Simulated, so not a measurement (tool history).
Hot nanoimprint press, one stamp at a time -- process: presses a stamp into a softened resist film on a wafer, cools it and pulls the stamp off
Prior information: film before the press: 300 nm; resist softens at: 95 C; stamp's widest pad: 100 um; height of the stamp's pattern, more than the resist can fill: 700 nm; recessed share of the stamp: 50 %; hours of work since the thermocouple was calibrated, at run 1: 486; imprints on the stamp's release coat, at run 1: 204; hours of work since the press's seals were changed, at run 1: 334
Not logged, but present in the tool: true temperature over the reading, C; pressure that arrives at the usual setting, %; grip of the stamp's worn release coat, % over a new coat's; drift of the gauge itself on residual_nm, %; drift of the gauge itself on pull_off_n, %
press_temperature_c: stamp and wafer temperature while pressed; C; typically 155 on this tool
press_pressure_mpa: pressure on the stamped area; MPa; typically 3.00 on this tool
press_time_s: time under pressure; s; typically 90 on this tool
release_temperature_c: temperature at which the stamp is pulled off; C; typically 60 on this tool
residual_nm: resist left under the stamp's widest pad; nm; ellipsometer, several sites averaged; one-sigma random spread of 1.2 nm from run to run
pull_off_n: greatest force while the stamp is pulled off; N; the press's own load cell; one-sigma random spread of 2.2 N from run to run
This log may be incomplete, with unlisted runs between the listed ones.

run     day  press_temperature_c  press_pressure_mpa  press_time_s  release_temperature_c  hours of work since the thermocouple was calibrated  imprints on the stamp's release coat  hours of work since the press's seals were changed  residual_nm  pull_off_n
  1   0.000                  155                3.00            90                     60                                                  486                                   204                                                 334        170.2         106
  2   1.888                  155                3.00            90                     60                                                  509                                   287                                                 356        170.3         102
  3   3.529                  155                1.84            90                     60                                                  529                                   359                                                 376        208.0         107
  4   5.692                  155                1.84            90                     60                                                  555                                   454                                                 402        206.5         108
      7.267  -- plate thermocouple calibrated
  5   7.275                  155                1.84            90                     60                                                    0                                   518                                                 420        220.7         117
      9.100  -- stamp cleaned and given a new release coat
  6   9.321                  155                1.84            90                     60                                                   22                                     9                                                 442        219.4          99
  7  10.779                  155                3.00            90                     60                                                   39                                    73                                                 459        183.0          99
  8  12.979                  155                3.00            90                     50                                                   66                                   170                                                 486        179.6         106
  9  14.312                  155                3.00            90                     50                                                   82                                   228                                                 502        180.8         118
 10  15.975                  155                3.00            90                     50                                                  102                                   301                                                 522        178.1         117
 11  17.521                  155                3.00            90                     60                                                  121                                   369                                                 541        178.9         107
 12  18.821                  155                3.00            90                     60                                                  137                                   426                                                 556        180.5         112
 13  19.842                  155                3.00            66                     60                                                  149                                   471                                                 569        193.4         111
 14  21.817                  155                3.00            66                     60                                                  173                                   557                                                 593        194.9         114
     22.621  -- stamp cleaned and given a new release coat
 15  23.812                  155                3.00            66                     60                                                  194                                    53                                                 614        193.2          96
 16  24.975                  163                3.75           127                     55                                                  208                                   104                                                 628        109.3         103
 17  25.958                  163                3.75           127                     55                                                  220                                   147                                                 640        107.1         105
     26.625  -- press's hydraulic seals changed and the load cell set to zero
 18  27.912                  152                3.00            90                     57                                                  240                                   218                                                  16        190.9         108
 19  29.533                  162                3.97            98                     52                                                  259                                   289                                                  35        113.4         113
 20  31.229                  155                3.00            63                     55                                                  280                                   363                                                  56        189.7         113
 21  32.779                  155                3.00            63                     55                                                  298                                   431                                                  74        188.8         117
 22  34.962                  152                3.00           102                     45                                                  325                                   527                                                 101        184.1         130
     36.458  -- stamp cleaned and given a new release coat
 23  37.283                  152                3.00           102                     45                                                  350                                    36                                                 126        182.0         108
 24  38.425                  152                3.00           102                     45                                                  363                                    87                                                 140        180.3         115
 25  39.608                  156                2.01           180                     53                                                  378                                   139                                                 154        163.2         110
 26  41.408                  147                2.75           155                     60                                                  400                                   217                                                 176        196.4         105
 27  43.029                  147                2.75           155                     60                                                  419                                   288                                                 195        197.0         107
 28  44.562                  147                2.75           155                     60                                                  438                                   356                                                 214        197.5         106
 29  46.321                  167                3.00           105                     61                                                  459                                   433                                                 235        107.9         113
 30  47.508                  155                3.89           139                     60                                                  473                                   485                                                 249        127.9         112

Measured minus without-hidden-state, run by run (identical run-to-run variation in each term; gauge scatter may differ):
run  residual_nm  pull_off_n
  1         -9.2          +6
  2         -9.6          +8
  3        -10.3         +11
  4        -10.8         +14
  5         +1.8         +19
  6         +1.3          +0
  7         +2.3          +3
  8         +1.8          +6
  9         +1.5          +9
 10         +1.0         +11
 11         +0.7         +12
 12         +0.5         +15
 13         +0.2         +17
 14         -0.2         +20
 15         -0.6          +1
 16         +0.6          +4
 17         +0.5          +5
 18         -6.1          +7
 19         -4.5         +10
 20         -6.5         +12
 21         -7.0         +15
 22         -8.0         +20
 23         -8.4          +0
 24         -8.5          +3
 25         -8.6          +4
 26        -10.0          +7
 27        -10.3          +9
 28        -10.9         +11
 29         -6.4         +14
 30         -8.5         +15
